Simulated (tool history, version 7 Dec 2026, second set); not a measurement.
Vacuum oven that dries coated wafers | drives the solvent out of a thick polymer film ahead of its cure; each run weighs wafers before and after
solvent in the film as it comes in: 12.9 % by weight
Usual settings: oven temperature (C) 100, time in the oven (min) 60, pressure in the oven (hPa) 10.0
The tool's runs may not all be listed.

run,hour,oven temperature (C),time in the oven (min),pressure in the oven (hPa),solvent left in the film (%)
1,0.0,100,60,10.0,1.89
2,26.8,100,60,10.0,1.99
3,62.5,100,60,10.0,1.81
4,85.2,100,60,10.0,2.05
5,127.6,100,60,8.9,1.86
6,175.6,100,60,8.9,1.88
7,198.4,100,60,8.9,1.84
8,221.8,100,32,10.0,3.73
9,259.9,100,32,10.0,3.72
10,309.5,100,32,10.0,3.70
11,330.3,87,60,10.0,4.48
12,351.7,87,60,10.0,4.41
13,390.2,100,51,10.0,2.33
14,423.8,100,51,10.0,2.42
15,458.0,87,46,30.2,7.54
16,487.4,101,51,5.4,1.94
17,533.1,98,46,8.5,3.00
18,577.2,98,46,8.5,2.97
19,611.8,100,48,5.5,2.23
20,649.2,91,34,5.5,5.06
21,680.7,86,67,19.3,5.73
22,714.6,86,99,14.6,4.08
23,749.2,89,37,14.6,6.19
24,773.3,89,37,14.6,6.29
25,817.9,89,37,14.6,6.29
26,840.1,89,37,14.6,6.33
27,888.5,109,65,9.8,1.07

Forecast each of these 5 alternatives for the next run:
A,929.0,113,108,16.6,?
B,929.0,109,82,9.8,?
C,929.0,88,36,14.7,?
D,929.0,98,65,9.8,?
E,929.0,100,62,23.8,?

run,solvent left in the film (%)
A,1.26
B,1.00
C,6.55
D,2.35
E,3.42
Without the tool's hidden state the same runs would have given:
run,solvent left in the film (%)
A,1.00
B,0.71
C,5.92
D,1.83
E,2.88
